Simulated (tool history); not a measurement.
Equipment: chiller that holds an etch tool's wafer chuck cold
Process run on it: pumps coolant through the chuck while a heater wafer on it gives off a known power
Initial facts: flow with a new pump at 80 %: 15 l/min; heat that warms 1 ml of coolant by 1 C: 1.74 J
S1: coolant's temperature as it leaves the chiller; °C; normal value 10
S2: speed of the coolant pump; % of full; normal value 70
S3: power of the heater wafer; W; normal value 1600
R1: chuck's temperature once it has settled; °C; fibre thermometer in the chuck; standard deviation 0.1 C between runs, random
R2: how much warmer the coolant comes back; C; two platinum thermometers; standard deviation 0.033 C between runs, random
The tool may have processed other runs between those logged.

{"run": 1, "day": 0.0, "S1": 10, "S2": 70, "S3": 1600, "R1": 20.8, "R2": 4.37}
{"run": 2, "day": 1.292, "S1": 19, "S2": 70, "S3": 1600, "R1": 29.9, "R2": 4.4}
{"run": 3, "day": 1.833, "S1": 12, "S2": 70, "S3": 1600, "R1": 22.8, "R2": 4.4}
{"run": 4, "day": 2.7, "S1": 12, "S2": 70, "S3": 1600, "R1": 22.9, "R2": 4.44}
{"run": 5, "day": 3.458, "S1": 12, "S2": 70, "S3": 1600, "R1": 23, "R2": 4.4}
{"day": 3.567, "done": "chiller's thermometer calibrated"}
{"run": 6, "day": 4.242, "S1": 12, "S2": 70, "S3": 1600, "R1": 22.6, "R2": 4.39}
{"run": 7, "day": 4.804, "S1": 12, "S2": 70, "S3": 1600, "R1": 22.5, "R2": 4.4}
{"run": 8, "day": 6.062, "S1": 15, "S2": 79, "S3": 1600, "R1": 24.9, "R2": 3.81}
{"run": 9, "day": 7.083, "S1": 10, "S2": 79, "S3": 1600, "R1": 19.9, "R2": 3.85}
{"run": 10, "day": 8.283, "S1": 10, "S2": 79, "S3": 1600, "R1": 19.7, "R2": 3.83}
{"run": 11, "day": 9.183, "S1": 1, "S2": 78, "S3": 2244, "R1": 15.2, "R2": 5.48}
{"run": 12, "day": 9.8, "S1": 1, "S2": 78, "S3": 2244, "R1": 15.2, "R2": 5.49}
{"run": 13, "day": 10.875, "S1": 10, "S2": 87, "S3": 872, "R1": 14.7, "R2": 1.85}
{"day": 11.012, "done": "chiller's thermometer calibrated, once more"}
{"run": 14, "day": 12.121, "S1": 16, "S2": 87, "S3": 973, "R1": 21.9, "R2": 2.13}

Branching from run 14: 3 alternative next runs. What would each branch give?
{"run": "A", "day": 13.129, "S1": 10, "S2": 89, "S3": 1600, "R1": "?", "R2": "?"}
{"run": "B", "day": 13.129, "S1": 11, "S2": 66, "S3": 1362, "R1": "?", "R2": "?"}
{"run": "C", "day": 13.129, "S1": 8, "S2": 87, "S3": 2057, "R1": "?", "R2": "?"}

run=A R1=19.8 R2=3.38
run=B R1=21 R2=4
run=C R1=20.6 R2=4.51
Without the tool's unlogged condition, the same runs would have read:
run=A R1=19.4 R2=3.27
run=B R1=20.5 R2=3.87
run=C R1=20 R2=4.37

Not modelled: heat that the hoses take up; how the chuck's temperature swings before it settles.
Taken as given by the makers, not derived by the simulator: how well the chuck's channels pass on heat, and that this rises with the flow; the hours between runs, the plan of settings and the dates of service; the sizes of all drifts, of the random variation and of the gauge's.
